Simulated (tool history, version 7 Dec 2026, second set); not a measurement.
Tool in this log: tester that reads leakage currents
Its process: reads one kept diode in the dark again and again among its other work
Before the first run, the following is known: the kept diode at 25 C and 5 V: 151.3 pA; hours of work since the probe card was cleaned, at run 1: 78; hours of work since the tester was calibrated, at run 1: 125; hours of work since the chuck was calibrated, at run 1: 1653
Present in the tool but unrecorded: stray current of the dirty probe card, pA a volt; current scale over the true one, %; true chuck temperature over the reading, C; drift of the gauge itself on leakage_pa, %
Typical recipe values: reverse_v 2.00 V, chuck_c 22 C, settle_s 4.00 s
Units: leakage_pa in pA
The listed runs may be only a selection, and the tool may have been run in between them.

run,hour,reverse_v,chuck_c,settle_s,hours of work since the probe card was cleaned,hours of work since the tester was calibrated,hours of work since the chuck was calibrated,leakage_pa
1,0.0,2.00,22,4.00,78,125,1653,93.39
2,38.5,1.87,22,4.00,98,144,1672,91.66
3,86.1,1.87,22,4.00,122,168,1696,91.69
4,112.4,2.00,22,2.98,135,182,1710,94.08
5,161.8,2.00,22,2.98,160,207,1735,94.06
6,202.1,2.00,22,2.98,181,227,1755,94.07
7,245.1,2.00,22,2.98,203,249,1777,94.65
8,285.9,2.00,22,2.98,223,270,1798,94.47
9,322.5,2.00,22,2.98,242,289,1817,94.81
10,355.7,2.00,22,2.98,259,305,1834,94.82
11,411.3,2.00,40,4.00,287,334,1862,401.05
# hour 416.7: tester calibrated
12,461.2,2.00,22,4.00,312,23,1886,95.05
13,500.5,2.00,22,4.00,332,43,1906,95.44
14,526.8,2.00,22,4.00,345,56,1920,95.42
15,563.6,2.00,22,4.00,364,75,1938,95.37
# hour 588.2: tester calibrated, once more
16,604.1,2.00,22,4.00,383,8,1958,95.73
17,640.3,2.00,22,4.00,402,26,1976,95.83
18,682.9,2.00,22,4.00,423,48,1998,96.35
19,710.0,2.00,22,4.00,437,62,2012,96.00
20,755.6,16.34,43,7.39,460,85,2035,1086.83
21,811.6,1.70,22,0.44,489,114,2064,91.25
22,843.0,1.70,22,1.41,505,130,2079,91.58
23,881.9,1.70,22,1.41,525,149,2099,91.63
24,919.9,8.61,24,2.13,544,169,2119,195.93
25,943.3,8.61,24,2.13,556,181,2130,194.59
26,996.1,14.62,31,0.44,583,207,2157,423.65
27,1052.7,14.62,31,0.44,611,236,2186,423.05
28,1086.3,2.15,23,4.96,629,253,2203,109.06
29,1135.7,1.94,39,4.00,654,279,2228,377.08
30,1180.8,1.94,39,4.00,677,301,2251,378.46
31,1223.4,1.94,39,4.00,698,323,2273,375.62
32,1260.6,10.29,22,4.06,717,342,2292,177.85
# hour 1266.6: chuck's temperature calibrated
33,1298.6,4.09,55,0.41,736,360,16,1387.09
34,1349.5,4.09,45,2.28,761,386,42,680.47
35,1403.3,4.09,45,2.28,789,414,70,679.08
36,1449.7,2.00,38,0.87,812,437,93,310.24
37,1480.5,2.13,38,0.92,828,453,109,317.92
38,1520.8,2.13,26,0.92,849,473,129,121.77

Alternative continuations, all from the tool just after run 38; predict every row:
A,1563.6,1.69,25,6.18,870,495,151,?
B,1563.6,2.94,56,7.10,870,495,151,?
C,1563.6,1.35,26,0.92,870,495,151,?

run,leakage_pa
A,103.84
B,1330.33
C,103.59
The same runs, with their run-to-run variation unchanged, on a tool lacking any hidden condition would have given:
run,leakage_pa
A,102.90
B,1323.04
C,102.71
